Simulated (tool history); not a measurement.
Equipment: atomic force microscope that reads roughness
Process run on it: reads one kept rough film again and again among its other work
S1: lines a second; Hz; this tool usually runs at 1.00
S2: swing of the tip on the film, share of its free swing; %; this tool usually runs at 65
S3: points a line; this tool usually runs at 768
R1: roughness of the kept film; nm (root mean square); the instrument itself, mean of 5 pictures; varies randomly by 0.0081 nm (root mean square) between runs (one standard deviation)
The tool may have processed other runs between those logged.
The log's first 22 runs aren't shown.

run 23 day=52.925 | S1=3.09 S2=73 S3=390 | R1=1.506
run 24 day=55.867 | S1=3.09 S2=73 S3=390 | R1=1.479
-- day=56.900 new tip fitted
run 25 day=57.925 | S1=3.09 S2=73 S3=390 | R1=1.615
run 26 day=60.267 | S1=1.30 S2=82 S3=277 | R1=1.601
run 27 day=62.488 | S1=1.00 S2=68 S3=768 | R1=1.711
run 28 day=65.746 | S1=1.29 S2=55 S3=476 | R1=1.676
run 29 day=67.517 | S1=1.29 S2=55 S3=476 | R1=1.681
run 30 day=69.858 | S1=1.55 S2=55 S3=544 | R1=1.650
run 31 day=72.642 | S1=1.55 S2=55 S3=544 | R1=1.634
run 32 day=74.546 | S1=1.55 S2=55 S3=544 | R1=1.622
run 33 day=77.058 | S1=1.55 S2=55 S3=544 | R1=1.612
-- day=77.700 new tip fitted
run 34 day=78.846 | S1=1.09 S2=85 S3=263 | R1=1.630
run 35 day=81.450 | S1=1.19 S2=65 S3=768 | R1=1.728
run 36 day=84.650 | S1=1.19 S2=65 S3=768 | R1=1.707
run 37 day=87.008 | S1=0.76 S2=65 S3=553 | R1=1.699

Below are 4 alternative next runs, each starting from the tool's condition after run 37. Predict each:
run A day=90.112 | S1=0.94 S2=79 S3=768 | R1=?
run B day=90.112 | S1=0.65 S2=65 S3=275 | R1=?
run C day=90.112 | S1=0.66 S2=71 S3=658 | R1=?
run D day=90.112 | S1=1.00 S2=79 S3=525 | R1=?

run=A R1=1.630
run=B R1=1.628
run=C R1=1.668
run=D R1=1.620
With no hidden state in the tool, these same runs would have given:
run=A R1=1.719
run=B R1=1.717
run=C R1=1.760
run=D R1=1.709
